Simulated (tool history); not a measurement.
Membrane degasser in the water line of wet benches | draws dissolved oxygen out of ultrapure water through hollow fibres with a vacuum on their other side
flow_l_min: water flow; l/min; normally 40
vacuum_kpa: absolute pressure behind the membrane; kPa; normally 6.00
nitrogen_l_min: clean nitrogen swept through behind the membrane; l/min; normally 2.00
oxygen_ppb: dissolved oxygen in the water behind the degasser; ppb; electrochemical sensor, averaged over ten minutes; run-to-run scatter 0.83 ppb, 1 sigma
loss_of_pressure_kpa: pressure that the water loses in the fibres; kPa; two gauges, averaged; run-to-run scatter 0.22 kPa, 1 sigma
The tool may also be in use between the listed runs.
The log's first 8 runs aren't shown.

{"run": 9, "hour": 620.2, "flow_l_min": 40, "vacuum_kpa": 11.27, "nitrogen_l_min": 2.0, "oxygen_ppb": 359.2, "loss_of_pressure_kpa": 52.03}
{"run": 10, "hour": 713.7, "flow_l_min": 40, "vacuum_kpa": 6.0, "nitrogen_l_min": 2.0, "oxygen_ppb": 138.2, "loss_of_pressure_kpa": 52.49}
{"run": 11, "hour": 764.0, "flow_l_min": 40, "vacuum_kpa": 6.0, "nitrogen_l_min": 2.0, "oxygen_ppb": 137.6, "loss_of_pressure_kpa": 52.5}
{"run": 12, "hour": 807.0, "flow_l_min": 40, "vacuum_kpa": 6.0, "nitrogen_l_min": 2.0, "oxygen_ppb": 139.5, "loss_of_pressure_kpa": 52.26}
{"run": 13, "hour": 879.2, "flow_l_min": 40, "vacuum_kpa": 6.0, "nitrogen_l_min": 0.94, "oxygen_ppb": 251.8, "loss_of_pressure_kpa": 52.64}
{"run": 14, "hour": 967.5, "flow_l_min": 40, "vacuum_kpa": 4.13, "nitrogen_l_min": 2.0, "oxygen_ppb": 56.9, "loss_of_pressure_kpa": 52.08}
{"hour": 1056.1, "done": "vacuum gauge calibrated"}
{"run": 15, "hour": 1057.0, "flow_l_min": 49, "vacuum_kpa": 6.0, "nitrogen_l_min": 2.0, "oxygen_ppb": 163.8, "loss_of_pressure_kpa": 64.19}
{"run": 16, "hour": 1146.8, "flow_l_min": 49, "vacuum_kpa": 6.0, "nitrogen_l_min": 2.0, "oxygen_ppb": 165.2, "loss_of_pressure_kpa": 63.97}
{"run": 17, "hour": 1217.5, "flow_l_min": 49, "vacuum_kpa": 6.0, "nitrogen_l_min": 2.0, "oxygen_ppb": 166.1, "loss_of_pressure_kpa": 64.36}
{"run": 18, "hour": 1307.9, "flow_l_min": 49, "vacuum_kpa": 6.0, "nitrogen_l_min": 2.0, "oxygen_ppb": 164.4, "loss_of_pressure_kpa": 64.33}
{"run": 19, "hour": 1401.4, "flow_l_min": 41, "vacuum_kpa": 6.0, "nitrogen_l_min": 2.0, "oxygen_ppb": 136.3, "loss_of_pressure_kpa": 53.61}
{"run": 20, "hour": 1474.6, "flow_l_min": 41, "vacuum_kpa": 6.0, "nitrogen_l_min": 2.0, "oxygen_ppb": 134.8, "loss_of_pressure_kpa": 53.99}
{"run": 21, "hour": 1547.1, "flow_l_min": 52, "vacuum_kpa": 9.06, "nitrogen_l_min": 2.33, "oxygen_ppb": 301.2, "loss_of_pressure_kpa": 68.69}
{"run": 22, "hour": 1635.7, "flow_l_min": 52, "vacuum_kpa": 9.06, "nitrogen_l_min": 2.33, "oxygen_ppb": 301.2, "loss_of_pressure_kpa": 68.01}
{"run": 23, "hour": 1705.6, "flow_l_min": 28, "vacuum_kpa": 5.44, "nitrogen_l_min": 1.09, "oxygen_ppb": 128.4, "loss_of_pressure_kpa": 37.08}
{"run": 24, "hour": 1774.8, "flow_l_min": 28, "vacuum_kpa": 5.44, "nitrogen_l_min": 1.09, "oxygen_ppb": 127.8, "loss_of_pressure_kpa": 36.63}
{"run": 25, "hour": 1844.5, "flow_l_min": 47, "vacuum_kpa": 5.44, "nitrogen_l_min": 1.09, "oxygen_ppb": 203.2, "loss_of_pressure_kpa": 61.9}
{"run": 26, "hour": 1911.6, "flow_l_min": 46, "vacuum_kpa": 6.0, "nitrogen_l_min": 2.0, "oxygen_ppb": 155.8, "loss_of_pressure_kpa": 60.58}

Predict the results of run 27:
{"run": 27, "hour": 1990.9, "flow_l_min": 25, "vacuum_kpa": 4.45, "nitrogen_l_min": 1.14, "oxygen_ppb": "?", "loss_of_pressure_kpa": "?"}

oxygen_ppb: 63.3 ppb
loss_of_pressure_kpa: 33.19 kPa
Minus the tool's unlogged condition, the same run would have read oxygen_ppb 60.9 ppb, loss_of_pressure_kpa 32.71 kPa.
